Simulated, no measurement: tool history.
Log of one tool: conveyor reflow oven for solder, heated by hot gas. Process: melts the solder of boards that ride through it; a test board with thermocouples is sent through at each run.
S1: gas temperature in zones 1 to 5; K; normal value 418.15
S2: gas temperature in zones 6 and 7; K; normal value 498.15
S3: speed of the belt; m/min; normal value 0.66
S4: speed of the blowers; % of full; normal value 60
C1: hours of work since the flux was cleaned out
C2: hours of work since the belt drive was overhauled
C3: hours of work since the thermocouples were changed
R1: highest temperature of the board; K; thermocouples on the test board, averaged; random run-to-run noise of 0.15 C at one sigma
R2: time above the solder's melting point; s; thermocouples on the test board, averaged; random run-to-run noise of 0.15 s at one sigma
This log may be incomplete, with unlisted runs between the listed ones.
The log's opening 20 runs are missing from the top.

{"run": 21, "hour": 410.9, "S1": 426.15, "S2": 509.15, "S3": 0.742, "S4": 72, "C1": 75, "C2": 332, "C3": 261, "R1": 488.95, "R2": 38.6}
{"run": 22, "hour": 434.4, "S1": 406.15, "S2": 502.15, "S3": 0.607, "S4": 79, "C1": 90, "C2": 347, "C3": 276, "R1": 487.55, "R2": 41.7}
{"run": 23, "hour": 459.8, "S1": 406.15, "S2": 493.15, "S3": 0.607, "S4": 79, "C1": 106, "C2": 363, "C3": 292, "R1": 479.75, "R2": 36.5}
{"run": 24, "hour": 483.5, "S1": 406.15, "S2": 493.15, "S3": 0.607, "S4": 79, "C1": 121, "C2": 378, "C3": 307, "R1": 479.75, "R2": 36.4}
{"run": 25, "hour": 502.5, "S1": 424.15, "S2": 500.15, "S3": 0.696, "S4": 57, "C1": 133, "C2": 390, "C3": 319, "R1": 478.25, "R2": 32.7}
{"run": 26, "hour": 514.6, "S1": 409.15, "S2": 505.15, "S3": 0.66, "S4": 60, "C1": 141, "C2": 398, "C3": 327, "R1": 481.45, "R2": 33.5}
{"run": 27, "hour": 540.4, "S1": 428.15, "S2": 498.15, "S3": 0.677, "S4": 60, "C1": 157, "C2": 414, "C3": 343, "R1": 479.85, "R2": 36.7}
{"run": 28, "hour": 568.1, "S1": 428.15, "S2": 498.15, "S3": 0.654, "S4": 66, "C1": 175, "C2": 432, "C3": 360, "R1": 482.75, "R2": 41.1}
{"run": 29, "hour": 583.6, "S1": 428.15, "S2": 498.15, "S3": 0.654, "S4": 66, "C1": 184, "C2": 441, "C3": 370, "R1": 482.65, "R2": 40.9}
{"run": 30, "hour": 597.7, "S1": 428.15, "S2": 500.15, "S3": 0.727, "S4": 66, "C1": 193, "C2": 450, "C3": 379, "R1": 481.45, "R2": 35.2}

Consider 3 possible next runs. They are alternatives, not a sequence: every one starts from the tool as it was left by run 30. What does each give?
{"run": "A", "hour": 612.3, "S1": 428.15, "S2": 488.15, "S3": 0.727, "S4": 77, "C1": 203, "C2": 460, "C3": 389, "R1": "?", "R2": "?"}
{"run": "B", "hour": 612.3, "S1": 418.15, "S2": 498.15, "S3": 0.66, "S4": 67, "C1": 203, "C2": 460, "C3": 389, "R1": "?", "R2": "?"}
{"run": "C", "hour": 612.3, "S1": 428.15, "S2": 493.15, "S3": 0.727, "S4": 66, "C1": 203, "C2": 460, "C3": 389, "R1": "?", "R2": "?"}

run=A R1=474.55 R2=31.3
run=B R1=480.55 R2=35.5
run=C R1=475.65 R2=31.1
Stripped of hidden state, with their random variation kept, the same runs would have yielded:
run=A R1=474.55 R2=31.3
run=B R1=480.45 R2=35.5
run=C R1=475.65 R2=31.1

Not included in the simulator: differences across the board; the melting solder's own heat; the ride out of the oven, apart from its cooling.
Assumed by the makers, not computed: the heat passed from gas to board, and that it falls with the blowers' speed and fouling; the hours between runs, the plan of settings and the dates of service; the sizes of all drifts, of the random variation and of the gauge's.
